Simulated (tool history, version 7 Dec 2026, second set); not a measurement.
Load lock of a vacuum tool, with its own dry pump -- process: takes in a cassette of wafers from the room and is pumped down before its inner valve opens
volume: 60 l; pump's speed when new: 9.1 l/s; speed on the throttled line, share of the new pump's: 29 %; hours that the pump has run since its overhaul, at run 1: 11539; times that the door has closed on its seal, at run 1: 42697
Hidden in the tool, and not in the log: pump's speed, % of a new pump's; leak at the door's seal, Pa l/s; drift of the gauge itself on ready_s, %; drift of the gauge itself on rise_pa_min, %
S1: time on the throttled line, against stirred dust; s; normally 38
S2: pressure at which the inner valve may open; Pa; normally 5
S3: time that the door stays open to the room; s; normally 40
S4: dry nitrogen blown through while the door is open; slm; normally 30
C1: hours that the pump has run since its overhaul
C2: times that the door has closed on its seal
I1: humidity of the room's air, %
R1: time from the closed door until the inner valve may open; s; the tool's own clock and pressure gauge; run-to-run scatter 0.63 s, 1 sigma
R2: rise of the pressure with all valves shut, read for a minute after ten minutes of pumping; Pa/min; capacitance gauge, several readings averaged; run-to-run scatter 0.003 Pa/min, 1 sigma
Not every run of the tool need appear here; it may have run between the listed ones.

Run 1, hour 0: usual settings; C1 11539; C2 42697; I1 44.6. Result: R1 97.7 s, R2 0.145 Pa/min.
Run 2, hour 193: usual settings but S4 10 slm; C1 11732; C2 43662; I1 45.2. Result: R1 96.1 s, R2 0.156 Pa/min.
Run 3, hour 482.7: usual settings but S4 10 slm; C1 12021; C2 45110; I1 41.7. Result: R1 97.3 s, R2 0.153 Pa/min.
Run 4, hour 714.7: usual settings but S4 10 slm; C1 12254; C2 46269; I1 43.9. Result: R1 97.5 s, R2 0.17 Pa/min.
Run 5, hour 963.5: usual settings but S4 10 slm; C1 12502; C2 47513; I1 42.5. Result: R1 96.8 s, R2 0.171 Pa/min.
Run 6, hour 1119: usual settings; C1 12658; C2 48289; I1 44. Result: R1 97 s, R2 0.168 Pa/min.
Run 7, hour 1328: usual settings but S4 4 slm; C1 12867; C2 49334; I1 44.1. Result: R1 97.6 s, R2 0.183 Pa/min.
Run 8, hour 1514.5: usual settings but S4 4 slm; C1 13053; C2 50266; I1 47.7. Result: R1 97.1 s, R2 0.19 Pa/min.
At hour 1686.6: door's seal changed, seat wiped.
Run 9, hour 1750.7: usual settings but S2 10 Pa; C1 13288; C2 320; I1 48.9. Result: R1 90.5 s, R2 0.014 Pa/min.
Run 10, hour 1885.4: usual settings but S1 22 s; C1 13423; C2 993; I1 46.8. Result: R1 86 s, R2 0.019 Pa/min.
Run 11, hour 2062.4: usual settings; C1 13600; C2 1878; I1 43.7. Result: R1 98.1 s, R2 0.015 Pa/min.
Run 12, hour 2303.2: usual settings; C1 13841; C2 3081; I1 41.4. Result: R1 98.6 s, R2 0.019 Pa/min.
Run 13, hour 2454.2: usual settings but S2 6 Pa; C1 13992; C2 3836; I1 47.8. Result: R1 96.9 s, R2 0.023 Pa/min.
Run 14, hour 2690.1: usual settings but S2 6 Pa; C1 14227; C2 5015; I1 47.1. Result: R1 95.9 s, R2 0.019 Pa/min.
Run 15, hour 2961.6: usual settings but S2 6 Pa; C1 14499; C2 6372; I1 44. Result: R1 95.7 s, R2 0.024 Pa/min.
Run 16, hour 3214.3: usual settings but S1 42 s; C1 14752; C2 7634; I1 43.8. Result: R1 100.8 s, R2 0.029 Pa/min.
Run 17, hour 3484.3: usual settings but S1 42 s; C1 15022; C2 8984; I1 47.2. Result: R1 101.2 s, R2 0.027 Pa/min.
Run 18, hour 3744.1: usual settings but S1 42 s; C1 15281; C2 10282; I1 44. Result: R1 102.1 s, R2 0.033 Pa/min.
Run 19, hour 3984.3: usual settings but S1 42 s; C1 15522; C2 11482; I1 47.6. Result: R1 100.8 s, R2 0.032 Pa/min.
Run 20, hour 4149.3: usual settings but S1 35 s, S2 9 Pa, S3 118 s; C1 15687; C2 12307; I1 45.6. Result: R1 92.3 s, R2 0.048 Pa/min.
Run 21, hour 4301.3: usual settings but S1 51 s, S2 9 Pa, S3 31 s, S4 42 slm; C1 15839; C2 13067; I1 46.9. Result: R1 103.1 s, R2 0.033 Pa/min.
Run 22, hour 4502.2: usual settings but S1 51 s, S2 9 Pa, S3 31 s, S4 21 slm; C1 16039; C2 14071; I1 46.6. Result: R1 102.3 s, R2 0.034 Pa/min.
Run 23, hour 4769.4: usual settings but S1 25 s, S2 8 Pa, S3 29 s, S4 21 slm; C1 16307; C2 15406; I1 45.8. Result: R1 86 s, R2 0.039 Pa/min.
Run 24, hour 4962.7: usual settings but S1 23 s, S2 6 Pa; C1 16500; C2 16372; I1 45.2. Result: R1 86.5 s, R2 0.044 Pa/min.
Run 25, hour 5141.2: usual settings but S3 96 s, S4 7 slm; C1 16678; C2 17264; I1 42.2. Result: R1 98.8 s, R2 0.069 Pa/min.
Run 26, hour 5427.9: usual settings but S1 53 s; C1 16965; C2 18697; I1 42.9. Result: R1 109.4 s, R2 0.044 Pa/min.
Run 27, hour 5622.1: usual settings but S1 53 s; C1 17159; C2 19667; I1 43. Result: R1 108.7 s, R2 0.051 Pa/min.
Run 28, hour 5849.5: usual settings but S1 53 s; C1 17387; C2 20804; I1 42.7. Result: R1 110 s, R2 0.053 Pa/min.
Run 29, hour 5976.2: usual settings but S1 53 s; C1 17514; C2 21437; I1 46.9. Result: R1 109.8 s, R2 0.057 Pa/min.
Run 30, hour 6186.2: usual settings but S1 53 s, S2 6 Pa; C1 17723; C2 22487; I1 45.5. Result: R1 107.7 s, R2 0.055 Pa/min.
Run 31, hour 6423.5: usual settings but S1 48 s, S4 6 slm; C1 17961; C2 23673; I1 45.7. Result: R1 106.8 s, R2 0.071 Pa/min.
Run 32, hour 6635.2: usual settings but S2 7 Pa; C1 18173; C2 24731; I1 43.6. Result: R1 97.3 s, R2 0.065 Pa/min.
Run 33, hour 6862.6: usual settings but S1 26 s, S3 99 s, S4 14 slm; C1 18400; C2 25867; I1 44.7. Result: R1 91.8 s, R2 0.086 Pa/min.
Run 34, hour 7006.6: usual settings but S1 64 s, S3 99 s, S4 14 slm; C1 18544; C2 26587; I1 42.3. Result: R1 117 s, R2 0.089 Pa/min.
Run 35, hour 7298.1: usual settings but S4 6 slm; C1 18835; C2 28043; I1 46. Result: R1 100.3 s, R2 0.083 Pa/min.
Run 36, hour 7508.4: usual settings but S4 6 slm; C1 19046; C2 29094; I1 46.4. Result: R1 100.9 s, R2 0.083 Pa/min.
Run 37, hour 7814.4: usual settings but S4 6 slm; C1 19352; C2 30623; I1 43.8. Result: R1 100.4 s, R2 0.083 Pa/min.

What if the next run were any one of these 3? Each begins from the tool's condition after run 37:
Run A, hour 8079.2: usual settings but S1 67 s, S4 6 slm; C1 19617; C2 31947; I1 44.3. Result: R1 ?, R2 ?.
Run B, hour 8079.2: usual settings but S4 7 slm; C1 19617; C2 31947; I1 43.9. Result: R1 ?, R2 ?.
Run C, hour 8079.2: usual settings but S2 6 Pa; C1 19617; C2 31947; I1 48. Result: R1 ?, R2 ?.

run     R1     R2
  A  119.6  0.095
  B  100.3  0.091
  C   99.9  0.088
Had the tool no hidden state, the same runs would have come out as:
run     R1     R2
  A  113.3  0.025
  B   92.9  0.021
  C   92.6  0.018
